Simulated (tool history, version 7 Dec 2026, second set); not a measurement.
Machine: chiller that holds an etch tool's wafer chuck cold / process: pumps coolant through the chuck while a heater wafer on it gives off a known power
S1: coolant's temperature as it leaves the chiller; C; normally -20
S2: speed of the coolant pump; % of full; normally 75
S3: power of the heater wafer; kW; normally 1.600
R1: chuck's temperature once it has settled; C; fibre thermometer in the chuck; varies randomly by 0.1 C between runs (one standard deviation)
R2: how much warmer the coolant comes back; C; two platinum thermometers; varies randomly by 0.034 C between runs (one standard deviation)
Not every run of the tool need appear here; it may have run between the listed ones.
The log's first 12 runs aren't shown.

Run 13, hour 1563.4: usual settings. Result: R1 -8.0 C, R2 7.09 C.
Run 14, hour 1655.9: usual settings. Result: R1 -8.0 C, R2 7.08 C.
Run 15, hour 1734.4: usual settings. Result: R1 -8.0 C, R2 7.08 C.
Run 16, hour 1838.1: usual settings. Result: R1 -8.1 C, R2 7.05 C.
Run 17, hour 1987.8: usual settings but S1 -11 C. Result: R1 1.1 C, R2 7.01 C.
Run 18, hour 2098.5: usual settings but S1 -11 C. Result: R1 1.0 C, R2 7.02 C.
Run 19, hour 2269.5: usual settings but S1 -11 C. Result: R1 1.0 C, R2 7.04 C.
Run 20, hour 2369.2: usual settings but S1 -11 C. Result: R1 1.0 C, R2 7.03 C.
Run 21, hour 2462.6: usual settings but S1 -11 C. Result: R1 0.8 C, R2 7.01 C.
Run 22, hour 2572.0: usual settings but S1 -19 C, S3 1.158 kW. Result: R1 -10.3 C, R2 5.02 C.
Run 23, hour 2705.4: usual settings but S1 -19 C, S3 1.158 kW. Result: R1 -10.4 C, R2 4.99 C.
Run 24, hour 2786.2: usual settings but S1 -24 C, S2 92 % of full, S3 1.158 kW. Result: R1 -17.0 C, R2 3.98 C.
Run 25, hour 2971.2: usual settings but S1 -15 C. Result: R1 -2.8 C, R2 6.95 C.
Run 26, hour 3050.7: usual settings but S1 -21 C, S2 67 % of full, S3 1.443 kW. Result: R1 -9.0 C, R2 7.05 C.
At hour 3084.4: chiller's thermometer calibrated.
Run 27, hour 3160.4: usual settings but S1 -28 C, S2 67 % of full, S3 1.443 kW. Result: R1 -16.0 C, R2 7.05 C.
Run 28, hour 3282.8: usual settings but S2 77 % of full, S3 1.443 kW. Result: R1 -9.4 C, R2 6.05 C.
Run 29, hour 3395.3: usual settings but S1 -19 C, S3 0.857 kW. Result: R1 -12.6 C, R2 3.59 C.
Run 30, hour 3553.3: usual settings but S1 -19 C, S2 70 % of full, S3 1.289 kW. Result: R1 -8.7 C, R2 5.88 C.
At hour 3635.3: coolant pump overhauled.
Run 31, hour 3635.3: usual settings but S1 -19 C, S2 81 % of full, S3 1.569 kW. Result: R1 -8.0 C, R2 6.15 C.
Run 32, hour 3776.4: usual settings but S1 -19 C, S2 81 % of full, S3 1.569 kW. Result: R1 -8.2 C, R2 6.16 C.

Here are 3 independent what-if runs from the current tool condition. What would each one return?
Run A, hour 3901.1: usual settings but S2 99 % of full, S3 0.990 kW. Result: R1 ?, R2 ?.
Run B, hour 3901.1: usual settings but S1 -16 C, S2 81 % of full, S3 1.569 kW. Result: R1 ?, R2 ?.
Run C, hour 3901.1: usual settings but S2 98 % of full, S3 1.145 kW. Result: R1 ?, R2 ?.

run     R1    R2
  A  -14.5  2.95
  B   -5.1  6.16
  C  -13.4  3.53
Without the tool's unlogged condition, the same runs would have read:
run     R1    R2
  A  -14.5  3.32
  B   -5.1  6.52
  C  -13.5  3.89

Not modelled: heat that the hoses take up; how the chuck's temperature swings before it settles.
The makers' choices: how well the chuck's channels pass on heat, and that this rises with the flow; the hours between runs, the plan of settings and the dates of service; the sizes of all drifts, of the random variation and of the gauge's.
